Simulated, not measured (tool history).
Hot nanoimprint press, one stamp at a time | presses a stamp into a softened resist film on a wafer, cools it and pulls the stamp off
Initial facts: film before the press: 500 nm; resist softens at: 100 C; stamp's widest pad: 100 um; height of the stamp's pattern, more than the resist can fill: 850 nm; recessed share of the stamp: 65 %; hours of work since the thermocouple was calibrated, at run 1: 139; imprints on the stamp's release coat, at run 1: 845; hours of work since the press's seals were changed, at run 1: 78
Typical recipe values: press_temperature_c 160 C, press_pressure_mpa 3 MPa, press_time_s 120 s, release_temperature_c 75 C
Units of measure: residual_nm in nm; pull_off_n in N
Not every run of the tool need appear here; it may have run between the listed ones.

run,hour,press_temperature_c,press_pressure_mpa,press_time_s,release_temperature_c,hours of work since the thermocouple was calibrated,imprints on the stamp's release coat,hours of work since the press's seals were changed,residual_nm,pull_off_n
1,0,160,3,120,75,139,845,78,177,171
2,4.8,160,3,120,75,142,862,80,177.1,164
3,15.4,160,3,120,75,147,900,86,176.9,167
4,22.2,160,3,120,75,150,925,89,177.9,170
5,30.2,160,3,120,75,154,954,93,177.4,166
6,37.9,160,3,120,75,158,981,97,177.3,175
7,46.3,160,3.43,120,75,163,1012,101,165.8,176
8,54.6,160,3.43,76,75,167,1042,105,198.7,173
# hour 71.3: stamp cleaned and given a new release coat
9,71.6,160,3,120,63,172,1,111,177.7,204
10,78.3,160,3,120,63,176,26,114,177.4,203
11,89.4,160,3,120,75,181,66,120,177,169
12,94.9,160,3,120,75,184,85,123,176.6,171
13,99.8,160,3,120,75,187,103,125,177.5,171
14,111.5,160,3,120,75,192,145,131,177.4,168
15,121.6,160,3,120,75,198,182,136,177.1,165
16,132.1,149,1.83,181,78,203,220,141,292.2,152
17,141.9,149,1.83,181,78,208,255,146,290.7,159
18,147.9,160,2.82,120,75,211,277,149,182.6,168
19,156.3,160,2.82,120,80,215,307,154,182.4,154
20,164.7,160,2.82,120,80,219,338,158,182.6,150
21,171.5,160,2.1,237,82,223,362,161,161.4,144
22,178.1,167,2.62,237,82,226,386,165,108.9,147
23,187.2,170,2.04,111,82,231,419,169,153.2,145
24,192.4,160,3,164,81,233,438,172,156.6,151
25,203.2,159,2.55,148,71,239,476,177,184.6,183
26,208.4,159,3.99,220,63,241,495,180,123.9,207
27,216.6,159,3.99,220,63,246,525,184,123.4,206
28,222.5,159,3.99,220,63,248,546,187,123.6,208
29,230.7,163,3.99,143,81,253,576,191,125.8,150
30,235.7,166,2.3,61,78,255,594,194,210.8,160

Across each entry between runs, compare the hidden state at the last listed run before it with the hidden state at the first listed run after it:
From run 8 to run 9: stamp cleaned and given a new release coat (hour 71.3)
  grip of the stamp's worn release coat, % over a new coat's: 1.4 -> 0

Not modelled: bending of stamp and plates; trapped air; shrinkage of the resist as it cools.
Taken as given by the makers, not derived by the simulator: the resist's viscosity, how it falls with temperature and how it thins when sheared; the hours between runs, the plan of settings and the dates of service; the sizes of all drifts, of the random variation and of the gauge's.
